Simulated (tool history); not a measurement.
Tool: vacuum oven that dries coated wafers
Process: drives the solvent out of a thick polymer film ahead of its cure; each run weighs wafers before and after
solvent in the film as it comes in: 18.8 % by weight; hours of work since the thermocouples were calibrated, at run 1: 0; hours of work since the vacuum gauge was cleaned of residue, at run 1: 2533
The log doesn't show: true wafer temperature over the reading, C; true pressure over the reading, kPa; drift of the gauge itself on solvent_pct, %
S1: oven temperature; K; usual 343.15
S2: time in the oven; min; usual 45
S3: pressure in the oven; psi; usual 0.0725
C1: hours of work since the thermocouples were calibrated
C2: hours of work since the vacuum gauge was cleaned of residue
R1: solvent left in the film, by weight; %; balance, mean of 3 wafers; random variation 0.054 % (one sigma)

Run 1, hour 0: usual settings; C1 0; C2 2533. Result: R1 2.44 %.
Run 2, hour 93.6: usual settings but S1 346.15 K; C1 54; C2 2587. Result: R1 1.69 %.
Run 3, hour 206.2: usual settings but S1 346.15 K; C1 119; C2 2652. Result: R1 1.74 %.
Run 4, hour 267.5: usual settings but S1 346.15 K; C1 154; C2 2687. Result: R1 1.77 %.
Run 5, hour 333.9: usual settings but S1 346.15 K; C1 192; C2 2725. Result: R1 1.75 %.
At hour 344.8: oven's thermocouples calibrated.
Run 6, hour 398.5: usual settings but S1 346.15 K; C1 31; C2 2761. Result: R1 1.88 %.
Run 7, hour 479.3: usual settings but S2 27 min; C1 77; C2 2808. Result: R1 5.3 %.
Run 8, hour 547.2: usual settings but S2 30 min, S3 0.1964 psi; C1 117; C2 2847. Result: R1 5.06 %.
Run 9, hour 656.7: usual settings but S2 28 min; C1 180; C2 2910. Result: R1 5.12 %.
At hour 758.7: oven's thermocouples calibrated, once more.
Run 10, hour 787.2: usual settings but S1 357.15 K, S2 23 min, S3 0.0535 psi; C1 16; C2 2984. Result: R1 1.12 %.
Run 11, hour 918.3: usual settings but S1 357.15 K, S2 23 min, S3 0.0535 psi; C1 92; C2 3059. Result: R1 1.11 %.
Run 12, hour 973.1: usual settings but S1 357.15 K, S2 65 min, S3 0.0535 psi; C1 123; C2 3091. Result: R1 0.28 %.
Run 13, hour 1046.4: usual settings but S1 351.15 K, S2 62 min, S3 0.0616 psi; C1 166; C2 3133. Result: R1 0.41 %.

Hidden state at the last listed run before each entry between runs and at the first one after, where it differs:
Between runs 5 and 6: oven's thermocouples calibrated (hour 344.8)
  true wafer temperature over the reading, C: -0.64 -> -0.98; true pressure over the reading, kPa: 0.786 -> 0.797
  measured less the result without the state, R1: +0.41 -> +0.49 %
Between runs 9 and 10: oven's thermocouples calibrated, once more (hour 758.7)
  true wafer temperature over the reading, C: -1.26 -> 0.02; true pressure over the reading, kPa: 0.843 -> 0.866
  measured less the result without the state, R1: +0.79 -> +0.18 %

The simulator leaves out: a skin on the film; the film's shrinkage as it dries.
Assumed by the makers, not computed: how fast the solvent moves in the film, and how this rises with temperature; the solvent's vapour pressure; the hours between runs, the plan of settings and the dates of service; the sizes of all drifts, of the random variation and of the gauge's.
